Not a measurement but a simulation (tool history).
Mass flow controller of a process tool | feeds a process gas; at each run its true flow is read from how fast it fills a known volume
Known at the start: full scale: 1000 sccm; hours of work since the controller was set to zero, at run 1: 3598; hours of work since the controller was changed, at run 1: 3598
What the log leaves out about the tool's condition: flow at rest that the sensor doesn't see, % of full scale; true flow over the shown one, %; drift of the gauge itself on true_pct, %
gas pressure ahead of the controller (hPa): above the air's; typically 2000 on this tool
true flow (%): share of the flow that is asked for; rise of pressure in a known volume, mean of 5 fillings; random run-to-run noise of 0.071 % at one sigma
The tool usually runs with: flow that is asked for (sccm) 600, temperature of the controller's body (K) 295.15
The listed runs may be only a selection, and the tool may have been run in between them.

| run | hour | flow that is asked for (sccm) | gas pressure ahead of the controller (hPa) | temperature of the controller's body (K) | hours of work since the controller was set to zero | hours of work since the controller was changed | true flow (%) |
|---|---|---|---|---|---|---|---|
| 1 | 0.0 | 600 | 2000 | 295.15 | 3598 | 3598 | 101.01 |
| 2 | 195.5 | 600 | 2000 | 295.15 | 3724 | 3724 | 101.18 |
| 3 | 277.9 | 600 | 2000 | 295.15 | 3777 | 3777 | 101.30 |
| 4 | 416.1 | 600 | 2000 | 295.15 | 3866 | 3866 | 101.21 |
| 5 | 513.9 | 600 | 2000 | 295.15 | 3929 | 3929 | 101.29 |
| 6 | 630.3 | 706 | 2000 | 295.15 | 4004 | 4004 | 101.32 |
| 7 | 736.0 | 600 | 1660 | 295.15 | 4072 | 4072 | 100.97 |
| 8 | 855.8 | 600 | 1660 | 295.15 | 4150 | 4150 | 101.18 |
| 9 | 994.5 | 600 | 2000 | 295.15 | 4239 | 4239 | 101.46 |
|  | 1010.5 | controller's zero set anew |
| 10 | 1074.8 | 600 | 2000 | 295.15 | 42 | 4291 | 101.79 |
| 11 | 1164.2 | 600 | 2000 | 295.15 | 99 | 4348 | 101.68 |
| 12 | 1243.0 | 600 | 2000 | 295.15 | 150 | 4399 | 101.78 |
|  | 1371.4 | controller's zero set anew, once more |
| 13 | 1412.9 | 600 | 2000 | 295.15 | 27 | 4508 | 100.91 |
| 14 | 1608.2 | 600 | 2000 | 295.15 | 153 | 4634 | 100.76 |
| 15 | 1721.2 | 598 | 2060 | 305.15 | 226 | 4707 | 99.84 |
| 16 | 1877.9 | 296 | 2060 | 295.15 | 327 | 4808 | 100.64 |
| 17 | 2017.6 | 296 | 2060 | 295.15 | 417 | 4898 | 100.81 |
| 18 | 2159.3 | 296 | 2060 | 295.15 | 508 | 4990 | 100.81 |
| 19 | 2338.8 | 258 | 2000 | 302.15 | 624 | 5106 | 100.05 |
| 20 | 2496.8 | 980 | 1930 | 295.15 | 726 | 5208 | 101.30 |
| 21 | 2640.1 | 600 | 2000 | 294.15 | 818 | 5300 | 101.26 |
| 22 | 2771.4 | 600 | 2000 | 294.15 | 903 | 5385 | 101.17 |
| 23 | 2909.5 | 282 | 2330 | 305.15 | 992 | 5474 | 100.34 |
| 24 | 3005.0 | 282 | 2330 | 305.15 | 1054 | 5535 | 100.32 |
| 25 | 3150.4 | 282 | 2330 | 305.15 | 1148 | 5629 | 100.32 |

For run 26, what comes out?
| 26 | 3242.3 | 619 | 2330 | 296.15 | 1207 | 5688 | ? |

true flow (%): 101.48
With the hidden condition absent and the run-to-run variation left alone, this run would have shown true flow (%) 100.17.
